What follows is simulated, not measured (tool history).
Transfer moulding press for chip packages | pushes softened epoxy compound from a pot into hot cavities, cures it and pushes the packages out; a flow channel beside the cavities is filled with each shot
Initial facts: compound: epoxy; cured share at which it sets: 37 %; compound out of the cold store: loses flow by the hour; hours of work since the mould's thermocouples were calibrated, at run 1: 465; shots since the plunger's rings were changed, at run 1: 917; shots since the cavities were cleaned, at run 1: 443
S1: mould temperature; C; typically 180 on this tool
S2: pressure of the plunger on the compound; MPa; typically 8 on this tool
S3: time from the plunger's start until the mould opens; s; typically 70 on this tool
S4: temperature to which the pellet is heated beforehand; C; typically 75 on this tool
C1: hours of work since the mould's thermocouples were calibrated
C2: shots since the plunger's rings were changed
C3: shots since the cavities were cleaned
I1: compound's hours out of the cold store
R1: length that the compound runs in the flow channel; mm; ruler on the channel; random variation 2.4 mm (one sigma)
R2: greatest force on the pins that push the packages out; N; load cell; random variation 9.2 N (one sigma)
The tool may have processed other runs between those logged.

run,day,S1,S2,S3,S4,C1,C2,C3,I1,R1,R2
1,0,180,8,70,75,465,917,443,17.9,633,435
# day 0.767: cavities cleaned with cleaning compound and waxed
2,1.396,180,8,70,75,482,1302,181,32.9,583,400
3,2.712,180,8,70,75,499,1684,563,33.5,580,399
# day 3.104: cavities cleaned with cleaning compound and waxed
4,3.758,180,8,70,75,512,1968,190,38.7,567,390
# day 5.367: cavities cleaned with cleaning compound and waxed
5,5.417,180,8,70,75,533,2430,14,45.9,542,385
# day 7.162: plunger's sealing rings changed
6,7.292,180,8,70,75,555,37,525,28.5,598,400
# day 7.833: cavities cleaned with cleaning compound and waxed
7,8.996,180,8,70,75,576,512,336,31.2,588,406
# day 10.146: cavities cleaned with cleaning compound and waxed
8,10.825,180,8,70,75,599,1024,197,14.9,644,454
9,12.008,180,8,70,75,614,1365,538,47.7,539,380
# day 12.425: cavities cleaned with cleaning compound and waxed
10,13.433,180,7.01,70,75,632,1759,291,10.8,615,435
11,14.533,180,7.01,70,75,646,2077,609,45.7,512,401
# day 14.708: cavities cleaned with cleaning compound and waxed
12,15.833,180,7.01,70,75,662,2435,326,38.9,527,367
# day 17.021: cavities cleaned with cleaning compound and waxed
# day 17.629: plunger's sealing rings changed
13,17.658,180,8,70,75,683,8,154,25.9,609,408
14,18.912,180,8,70,75,700,372,518,36.9,573,382
# day 19.4: cavities cleaned with cleaning compound and waxed
15,20.112,180,8.49,63,76,714,701,207,19.8,642,568
16,20.942,180,8.49,63,76,725,940,446,38.2,587,500
# day 21.725: cavities cleaned with cleaning compound and waxed
17,21.804,177,7.72,56,76,735,1171,22,30.1,586,820
18,23.258,184,6.88,78,72,754,1592,443,19.9,571,258
# day 24.062: mould's thermocouples calibrated
# day 24.125: cavities cleaned with cleaning compound and waxed
19,24.454,184,6.88,78,72,4,1895,94,38.3,518,237
20,26.171,184,6.88,78,72,26,2392,591,46.2,496,236
# day 26.454: cavities cleaned with cleaning compound and waxed
21,27.529,184,6.88,78,72,43,2767,312,43.5,502,255
# day 28.088: plunger's sealing rings changed
# day 28.838: cavities cleaned with cleaning compound and waxed
22,29.496,184,6.88,78,72,66,389,191,34.1,529,242
23,30.304,188,8.56,51,72,77,622,424,9.9,668,674
# day 31.083: cavities cleaned with cleaning compound and waxed
24,31.971,180,8,55,75,97,1086,256,37.7,564,747
25,32.729,180,7.97,94,75,107,1305,475,8.9,663,232
# day 33.396: cavities cleaned with cleaning compound and waxed
26,34.546,180,6.41,54,66,130,1813,333,45.2,484,779
# day 35.742: cavities cleaned with cleaning compound and waxed
27,35.812,180,6.59,105,75,145,2161,21,36.1,519,195

Predict each of these 4 candidate next runs independently; none follows another, all start after run 27:
A,37.142,188,7.62,61,75,162,2545,405,44.5,?,?
B,37.142,180,6.26,70,75,162,2545,405,41.8,?,?
C,37.142,180,7.26,65,65,162,2545,405,33.5,?,?
D,37.142,180,6.59,105,79,162,2545,405,34.8,?,?

run,R1,R2
A,518,313
B,491,372
C,553,522
D,523,205
The same runs, with their run-to-run variation unchanged, on a tool lacking any hidden condition would have given:
run,R1,R2
A,518,311
B,491,369
C,554,517
D,523,203
